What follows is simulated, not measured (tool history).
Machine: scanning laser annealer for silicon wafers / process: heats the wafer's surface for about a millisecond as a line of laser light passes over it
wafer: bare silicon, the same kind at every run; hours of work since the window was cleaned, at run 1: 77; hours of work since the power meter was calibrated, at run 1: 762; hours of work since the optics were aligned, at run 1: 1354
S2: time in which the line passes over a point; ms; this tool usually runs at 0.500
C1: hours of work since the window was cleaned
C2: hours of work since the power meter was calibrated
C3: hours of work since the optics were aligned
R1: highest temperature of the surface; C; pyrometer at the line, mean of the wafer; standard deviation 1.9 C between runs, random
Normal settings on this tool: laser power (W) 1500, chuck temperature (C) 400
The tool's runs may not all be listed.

{"run": 1, "hour": 0.0, "laser power (W)": 1500, "S2": 0.5, "chuck temperature (C)": 400, "C1": 77, "C2": 762, "C3": 1354, "R1": 1095}
{"run": 2, "hour": 35.1, "laser power (W)": 1500, "S2": 0.5, "chuck temperature (C)": 400, "C1": 99, "C2": 783, "C3": 1375, "R1": 1090}
{"run": 3, "hour": 52.7, "laser power (W)": 1500, "S2": 0.564, "chuck temperature (C)": 400, "C1": 110, "C2": 794, "C3": 1386, "R1": 1138}
{"run": 4, "hour": 68.8, "laser power (W)": 1500, "S2": 0.482, "chuck temperature (C)": 400, "C1": 119, "C2": 804, "C3": 1396, "R1": 1080}
{"run": 5, "hour": 104.2, "laser power (W)": 1500, "S2": 0.482, "chuck temperature (C)": 400, "C1": 141, "C2": 826, "C3": 1418, "R1": 1080}
{"run": 6, "hour": 134.5, "laser power (W)": 1500, "S2": 0.5, "chuck temperature (C)": 400, "C1": 160, "C2": 844, "C3": 1436, "R1": 1087}
{"run": 7, "hour": 166.6, "laser power (W)": 1500, "S2": 0.5, "chuck temperature (C)": 400, "C1": 179, "C2": 864, "C3": 1456, "R1": 1088}
{"run": 8, "hour": 190.7, "laser power (W)": 1420, "S2": 0.418, "chuck temperature (C)": 398, "C1": 194, "C2": 878, "C3": 1470, "R1": 992}
{"run": 9, "hour": 222.6, "laser power (W)": 1562, "S2": 0.5, "chuck temperature (C)": 391, "C1": 213, "C2": 898, "C3": 1490, "R1": 1101}
{"hour": 227.9, "done": "laser's power meter calibrated"}
{"run": 10, "hour": 263.1, "laser power (W)": 1562, "S2": 0.582, "chuck temperature (C)": 391, "C1": 236, "C2": 21, "C3": 1513, "R1": 1157}
{"run": 11, "hour": 295.3, "laser power (W)": 1510, "S2": 0.434, "chuck temperature (C)": 400, "C1": 256, "C2": 41, "C3": 1532, "R1": 1035}
{"run": 12, "hour": 333.6, "laser power (W)": 1586, "S2": 0.499, "chuck temperature (C)": 400, "C1": 279, "C2": 64, "C3": 1556, "R1": 1111}
{"run": 13, "hour": 353.9, "laser power (W)": 1564, "S2": 0.5, "chuck temperature (C)": 379, "C1": 292, "C2": 77, "C3": 1568, "R1": 1086}

Alternative continuations, all from the tool just after run 13; predict every row:
{"run": "A", "hour": 374.2, "laser power (W)": 1564, "S2": 0.358, "chuck temperature (C)": 392, "C1": 304, "C2": 89, "C3": 1581, "R1": "?"}
{"run": "B", "hour": 374.2, "laser power (W)": 1553, "S2": 0.471, "chuck temperature (C)": 380, "C1": 304, "C2": 89, "C3": 1581, "R1": "?"}
{"run": "C", "hour": 374.2, "laser power (W)": 1423, "S2": 0.5, "chuck temperature (C)": 361, "C1": 304, "C2": 89, "C3": 1581, "R1": "?"}
{"run": "D", "hour": 374.2, "laser power (W)": 1536, "S2": 0.605, "chuck temperature (C)": 426, "C1": 304, "C2": 89, "C3": 1581, "R1": "?"}

run=A R1=986
run=B R1=1057
run=C R1=1000
run=D R1=1185
With no hidden state in the tool, these same runs would have given:
run=A R1=1024
run=B R1=1100
run=C R1=1042
run=D R1=1234
